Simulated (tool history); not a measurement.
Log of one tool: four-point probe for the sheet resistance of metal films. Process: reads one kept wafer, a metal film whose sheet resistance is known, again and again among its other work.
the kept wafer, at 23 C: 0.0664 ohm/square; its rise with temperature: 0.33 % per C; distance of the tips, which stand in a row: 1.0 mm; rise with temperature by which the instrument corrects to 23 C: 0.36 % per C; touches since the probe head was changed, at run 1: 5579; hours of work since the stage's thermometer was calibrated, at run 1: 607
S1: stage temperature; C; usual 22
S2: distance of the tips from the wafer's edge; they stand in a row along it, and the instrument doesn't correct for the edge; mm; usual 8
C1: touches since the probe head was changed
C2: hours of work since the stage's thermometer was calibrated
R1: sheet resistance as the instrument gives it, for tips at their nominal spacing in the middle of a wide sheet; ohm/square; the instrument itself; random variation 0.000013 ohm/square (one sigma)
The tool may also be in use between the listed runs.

run    hour  S1  S2     C1    C2        R1
  1       0  22   8   5579   607  0.066953
  2   133.6  22   8  14369   712  0.066961
  3   226.8  22   8  20504   786  0.066982
  4   292.6  22   8  24834   838  0.066962
  5   427.7  22   8  33725   945  0.066976
  6   529.8  22   8  40446  1026  0.066992
  7   590.4  22   8  44433  1074  0.066957
  8   690.4  22   8  51010  1153  0.066963
  9   776.7  21   8  56689  1221  0.066999
 10   892.8  21   8  64333  1313  0.066981
      994.1  -- stage's thermometer calibrated
 11  1008.1  21   8  71884    11  0.067004
 12  1121.9  21   8  79374   101   0.06697
 13  1233.7  26   8  86729   190  0.066923
     1251.5  -- new probe head fitted
 14  1318.6  22   8   4414   256  0.066964
 15  1445.7  22   8  12784   357  0.066976
 16  1546.2  22   8  19392   436  0.066945
 17  1630.4  24   7  24938   503   0.06709
 18  1744.5  26  49  32444   593  0.066361
 19  1821.8  28   5  37529   654   0.06768
 20  1929.1  22   8  44594   739  0.066991
 21  2022.6  28  25  50746   813  0.066345
 22  2155.1  28  25  59467   918  0.066351
 23    2270  28  25  67029  1009   0.06634
 24  2342.9  28  25  71824  1067  0.066353
 25  2463.8  28  25  79782  1162  0.066355
       2587  -- new probe head fitted
 26  2595.3  24  22    545  1266  0.066464
 27    2734  24  22   9668  1375  0.066465
     2757.9  -- stage's thermometer calibrated
 28  2847.1  30  59  17082    71  0.066296
 29  2958.6  23   3  24419   159  0.070138
 30  3049.8  21   6  30417   231  0.067429
 31  3183.8  32  26  39235   337  0.066281
 32  3317.9  27  19  48065   443  0.066424

Forecast each of these 3 alternatives for the next run:
  A  3380.3  19  72  52166  492   ?
  B  3380.3  28   8  52166  492   ?
  C  3380.3  25  71  52166  492   ?

run        R1
  A  0.066465
  B  0.066861
  C  0.066352
Without the tool's hidden state the same runs would have given:
run        R1
  A  0.066469
  B  0.066864
  C  0.066356
